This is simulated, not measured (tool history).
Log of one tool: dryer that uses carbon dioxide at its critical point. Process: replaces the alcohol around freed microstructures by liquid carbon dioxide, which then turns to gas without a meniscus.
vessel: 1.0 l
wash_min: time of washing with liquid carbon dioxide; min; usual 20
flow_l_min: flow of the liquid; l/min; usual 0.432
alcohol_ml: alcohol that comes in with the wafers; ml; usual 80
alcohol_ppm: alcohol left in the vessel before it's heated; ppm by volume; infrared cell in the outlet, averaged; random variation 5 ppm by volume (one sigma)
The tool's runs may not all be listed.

Run 1, hour 0: usual settings. Result: alcohol_ppm 55 ppm by volume.
Run 2, hour 5.3: usual settings. Result: alcohol_ppm 57 ppm by volume.
Run 3, hour 11.6: usual settings. Result: alcohol_ppm 52 ppm by volume.
Run 4, hour 21: usual settings. Result: alcohol_ppm 56 ppm by volume.
Run 5, hour 28.3: usual settings. Result: alcohol_ppm 48 ppm by volume.
Run 6, hour 37.9: usual settings but flow_l_min 0.733 l/min. Result: alcohol_ppm 39 ppm by volume.
Run 7, hour 43.9: usual settings but flow_l_min 0.733 l/min. Result: alcohol_ppm 33 ppm by volume.
Run 8, hour 49: usual settings but flow_l_min 0.733 l/min. Result: alcohol_ppm 25 ppm by volume.
Run 9, hour 54.6: usual settings. Result: alcohol_ppm 46 ppm by volume.
Run 10, hour 65.6: usual settings. Result: alcohol_ppm 62 ppm by volume.
Run 11, hour 74.2: usual settings. Result: alcohol_ppm 63 ppm by volume.
Run 12, hour 85.3: usual settings. Result: alcohol_ppm 54 ppm by volume.
Run 13, hour 92.3: usual settings but wash_min 27 min. Result: alcohol_ppm 26 ppm by volume.
Run 14, hour 101.8: usual settings but wash_min 27 min. Result: alcohol_ppm 37 ppm by volume.
Run 15, hour 113: usual settings but flow_l_min 0.291 l/min. Result: alcohol_ppm 375 ppm by volume.
Run 16, hour 119.9: usual settings. Result: alcohol_ppm 60 ppm by volume.
Run 17, hour 131.1: usual settings. Result: alcohol_ppm 59 ppm by volume.
Run 18, hour 137.8: usual settings. Result: alcohol_ppm 62 ppm by volume.
Run 19, hour 147.7: usual settings but alcohol_ml 45 ml. Result: alcohol_ppm 55 ppm by volume.
Run 20, hour 154.9: usual settings but alcohol_ml 45 ml. Result: alcohol_ppm 55 ppm by volume.
Run 21, hour 161.9: usual settings. Result: alcohol_ppm 64 ppm by volume.
Run 22, hour 168.5: usual settings. Result: alcohol_ppm 67 ppm by volume.
Run 23, hour 175.2: usual settings. Result: alcohol_ppm 73 ppm by volume.
Run 24, hour 186.5: usual settings. Result: alcohol_ppm 70 ppm by volume.
Run 25, hour 191.6: usual settings but flow_l_min 0.538 l/min, alcohol_ml 89 ml. Result: alcohol_ppm 37 ppm by volume.
Run 26, hour 200.1: usual settings but flow_l_min 0.624 l/min, alcohol_ml 89 ml. Result: alcohol_ppm 44 ppm by volume.
Run 27, hour 209.6: usual settings but flow_l_min 0.474 l/min, alcohol_ml 48 ml. Result: alcohol_ppm 49 ppm by volume.
Run 28, hour 219.1: usual settings but flow_l_min 0.474 l/min, alcohol_ml 48 ml. Result: alcohol_ppm 47 ppm by volume.
Run 29, hour 226: usual settings but flow_l_min 0.474 l/min, alcohol_ml 39 ml. Result: alcohol_ppm 46 ppm by volume.
Run 30, hour 235.3: usual settings but wash_min 18 min, flow_l_min 0.474 l/min, alcohol_ml 32 ml. Result: alcohol_ppm 58 ppm by volume.
Run 31, hour 240.3: usual settings but wash_min 18 min, flow_l_min 0.474 l/min, alcohol_ml 32 ml. Result: alcohol_ppm 60 ppm by volume.
Run 32, hour 250.3: usual settings but wash_min 12 min, flow_l_min 0.474 l/min, alcohol_ml 49 ml. Result: alcohol_ppm 335 ppm by volume.
Run 33, hour 259: usual settings but wash_min 12 min, flow_l_min 0.474 l/min, alcohol_ml 49 ml. Result: alcohol_ppm 318 ppm by volume.
Run 34, hour 265.9: usual settings but wash_min 12 min. Result: alcohol_ppm 774 ppm by volume.
Run 35, hour 272.8: usual settings but wash_min 18 min, flow_l_min 0.331 l/min, alcohol_ml 35 ml. Result: alcohol_ppm 190 ppm by volume.
Run 36, hour 279.8: usual settings but wash_min 24 min, flow_l_min 0.475 l/min. Result: alcohol_ppm 54 ppm by volume.
Run 37, hour 290.9: usual settings but wash_min 24 min, flow_l_min 0.475 l/min. Result: alcohol_ppm 52 ppm by volume.
Run 38, hour 296.6: usual settings but wash_min 28 min, flow_l_min 0.724 l/min, alcohol_ml 108 ml. Result: alcohol_ppm 47 ppm by volume.
Run 39, hour 303: usual settings but wash_min 28 min, flow_l_min 0.724 l/min, alcohol_ml 21 ml. Result: alcohol_ppm 51 ppm by volume.
Run 40, hour 308.2: usual settings but wash_min 28 min, flow_l_min 0.724 l/min, alcohol_ml 21 ml. Result: alcohol_ppm 45 ppm by volume.
Run 41, hour 313.4: usual settings but wash_min 28 min, flow_l_min 0.724 l/min, alcohol_ml 21 ml. Result: alcohol_ppm 47 ppm by volume.
Run 42, hour 318.7: usual settings but wash_min 28 min, flow_l_min 0.724 l/min, alcohol_ml 21 ml. Result: alcohol_ppm 55 ppm by volume.
Run 43, hour 329.2: usual settings but wash_min 28 min, flow_l_min 0.724 l/min, alcohol_ml 21 ml. Result: alcohol_ppm 48 ppm by volume.
Run 44, hour 339.1: usual settings but wash_min 16 min, flow_l_min 0.402 l/min, alcohol_ml 32 ml. Result: alcohol_ppm 151 ppm by volume.
Run 45, hour 345.5: usual settings but wash_min 16 min, flow_l_min 0.402 l/min, alcohol_ml 32 ml. Result: alcohol_ppm 155 ppm by volume.
Run 46, hour 355: usual settings but wash_min 22 min, flow_l_min 0.476 l/min, alcohol_ml 91 ml. Result: alcohol_ppm 72 ppm by volume.
Run 47, hour 361.8: usual settings but flow_l_min 0.405 l/min. Result: alcohol_ppm 112 ppm by volume.

Measured less the same run without the tool's hidden state. The same run-to-run variation is in both; the gauge's scatter may not be:
The hidden state here: flow that reaches the vessel past the clogged filter, %; alcohol in the recycled carbon dioxide, ppm; drift of the gauge itself on alcohol_ppm, %.
run  alcohol_ppm
  1          +23
  2          +25
  3          +25
  4          +26
  5          +27
  6          +24
  7          +25
  8          +25
  9          +29
 10          +30
 11          +31
 12          +31
 13          +26
 14          +29
 15          +78
 16          +35
 17          +37
 18          +37
 19          +36
 20          +36
 21          +38
 22          +39
 23          +40
 24          +43
 25          +36
 26          +35
 27          +38
 28          +39
 29          +40
 30          +41
 31          +42
 32          +97
 33          +96
 34         +179
 35          +74
 36          +42
 37          +44
 38          +43
 39          +43
 40          +44
 41          +43
 42          +44
 43          +44
 44          +70
 45          +73
 46          +50
 47          +65
